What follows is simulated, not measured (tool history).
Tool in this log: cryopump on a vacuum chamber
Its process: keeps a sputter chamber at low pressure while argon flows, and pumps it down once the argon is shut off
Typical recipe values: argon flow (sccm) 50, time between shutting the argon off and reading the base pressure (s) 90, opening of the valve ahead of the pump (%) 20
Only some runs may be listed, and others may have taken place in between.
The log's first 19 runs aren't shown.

run    hour  argon flow (sccm)  time between shutting the argon off and reading the base pressure (s)  opening of the valve ahead of the pump (%)  hours of work since the pump was warmed up and emptied  hours of work since the cold head was overhauled  hours of work since the chamber's fittings were tightened  pressure while argon flows (Pa)  pressure after the wait (uPa)
 20  1320.2                 91                                                                    145                                          19                                                     315                                              2817                                                       3118                           0.4568                           2.28
 21  1397.0                 91                                                                     22                                          19                                                     359                                              2861                                                       3162                           0.4576                           4.48
     1407.1  -- leaking fittings of the chamber tightened, without venting
 22  1460.4                 50                                                                     88                                          30                                                     394                                              2896                                                         30                           0.1633                           0.85
 23  1555.6                 50                                                                     88                                          30                                                     448                                              2950                                                         85                           0.1637                           0.89
 24  1640.5                 50                                                                     88                                          30                                                     497                                              2999                                                        133                           0.1625                           0.92
 25  1693.2                 35                                                                     88                                          17                                                     527                                              3029                                                        163                           0.1970                           0.96
 26  1762.1                 35                                                                     88                                          17                                                     566                                              3068                                                        202                           0.1973                           0.95
 27  1837.6                 70                                                                     43                                          35                                                     609                                              3111                                                        245                           0.2021                           1.62
 28  1886.7                 50                                                                     58                                          20                                                     637                                              3139                                                        273                           0.2432                           1.37
 29  1942.7                 50                                                                     25                                          42                                                     669                                              3171                                                        305                           0.1228                           2.62
 30  2004.8                 79                                                                     94                                          23                                                     704                                              3206                                                        341                           0.3388                           1.00
 31  2083.2                 30                                                                    206                                          44                                                     749                                              3251                                                        385                           0.0720                           0.73
 32  2151.4                 88                                                                    159                                          37                                                     788                                              3290                                                        424                           0.2460                           0.81
     2191.3  -- pump warmed up, emptied and cooled again
 33  2243.3                 50                                                                     56                                          38                                                      30                                              3340                                                        474                           0.1261                           1.47

Predict each of these 4 candidate next runs independently; none follows another, all start after run 33:
  A  2331.6                 42                                                                     86                                          29                                                      80                                              3390                                                        524                                ?                              ?
  B  2331.6                 47                                                                    144                                          48                                                      80                                              3390                                                        524                                ?                              ?
  C  2331.6                 82                                                                     90                                          33                                                      80                                              3390                                                        524                                ?                              ?
  D  2331.6                 45                                                                     90                                          18                                                      80                                              3390                                                        524                                ?                              ?

run  pressure while argon flows (Pa)  pressure after the wait (uPa)
  A                           0.1381                           1.14
  B                           0.0944                           0.82
  C                           0.2373                           1.06
  D                           0.2338                           1.13
What these runs would have given with no unlogged condition in the tool:
run  pressure while argon flows (Pa)  pressure after the wait (uPa)
  A                           0.1347                           0.82
  B                           0.0907                           0.51
  C                           0.2307                           0.75
  D                           0.2302                           0.82

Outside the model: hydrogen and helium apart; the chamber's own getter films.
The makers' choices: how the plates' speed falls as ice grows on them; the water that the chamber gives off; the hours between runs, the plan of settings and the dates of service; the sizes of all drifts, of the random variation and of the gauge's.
